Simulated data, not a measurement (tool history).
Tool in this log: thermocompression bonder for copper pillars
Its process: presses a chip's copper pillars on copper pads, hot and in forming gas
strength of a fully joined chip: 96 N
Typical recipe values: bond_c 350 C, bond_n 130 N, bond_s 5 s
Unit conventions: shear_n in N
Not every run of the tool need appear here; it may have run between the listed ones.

run    hour  bond_c  bond_n  bond_s  shear_n
  1     0.0     350     130       5     44.0
  2    22.0     375     130       5     52.3
  3    52.2     375     130       5     52.4
  4   102.4     375     130       5     51.0
  5   133.5     375     130       5     51.2
      158.8  -- forming gas filter changed
  6   158.8     350     130       5     44.2
  7   182.2     333     130       5     38.1
  8   230.0     350     130       5     43.7
  9   280.5     350     130       7     48.1
 10   324.9     350     130       7     47.6
      333.0  -- forming gas filter changed
 11   362.4     356     130       5     46.3
 12   386.7     356     130       3     38.6
 13   428.4     356     130       3     37.7
 14   453.0     356     130       3     37.5
 15   488.8     356     130       3     36.9
      508.9  -- forming gas filter changed
 16   530.6     356     130       3     38.8
 17   584.8     350     130       5     43.7
 18   624.9     350     130       3     35.6
 19   669.9     350     190       5     59.0
      684.5  -- forming gas filter changed
 20   719.9     350     190       5     61.0
 21   763.5     355      80       3     22.0
 22   793.5     340     139       6     45.4
      799.8  -- heater calibrated with a thermocouple chip
 23   821.9     322     179      15     63.7
      861.7  -- forming gas filter changed
 24   876.6     322     179      15     66.7
      894.0  -- heater calibrated with a thermocouple chip, once more
 25   904.5     373      83       5     33.9
 26   939.7     341     160      12     65.1
 27   983.8     348     173      11     70.1
 28  1025.2     348     173      11     67.9
     1037.8  -- forming gas filter changed
 29  1056.3     348     173      11     70.6
 30  1089.6     365     136      10     63.0
 31  1140.2     365     136      10     63.5
 32  1190.6     378      93       5     38.5
     1213.2  -- forming gas filter changed
 33  1234.7     350     181       5     59.8
 34  1274.7     344     100       7     37.1
 35  1301.6     344     100       7     36.7

The logged runs with the hidden state left out (each run's random variation unchanged):
The tool's hidden condition here consists of: true temperature of the bond over the reading, C; force that reaches the chip, % of what is set; oxide that the forming gas leaves, % of the face; drift of the gauge itself on shear_n, %.
run  shear_n
  1     43.6
  2     52.3
  3     52.8
  4     52.1
  5     52.8
  6     43.5
  7     37.7
  8     43.8
  9     49.0
 10     49.1
 11     45.9
 12     38.5
 13     37.9
 14     38.0
 15     37.8
 16     38.3
 17     43.9
 18     36.0
 19     60.7
 20     60.7
 21     21.9
 22     46.0
 23     65.7
 24     66.4
 25     33.1
 26     64.9
 27     71.0
 28     69.5
 29     69.5
 30     62.4
 31     63.7
 32     38.8
 33     58.5
 34     36.4
 35     36.3

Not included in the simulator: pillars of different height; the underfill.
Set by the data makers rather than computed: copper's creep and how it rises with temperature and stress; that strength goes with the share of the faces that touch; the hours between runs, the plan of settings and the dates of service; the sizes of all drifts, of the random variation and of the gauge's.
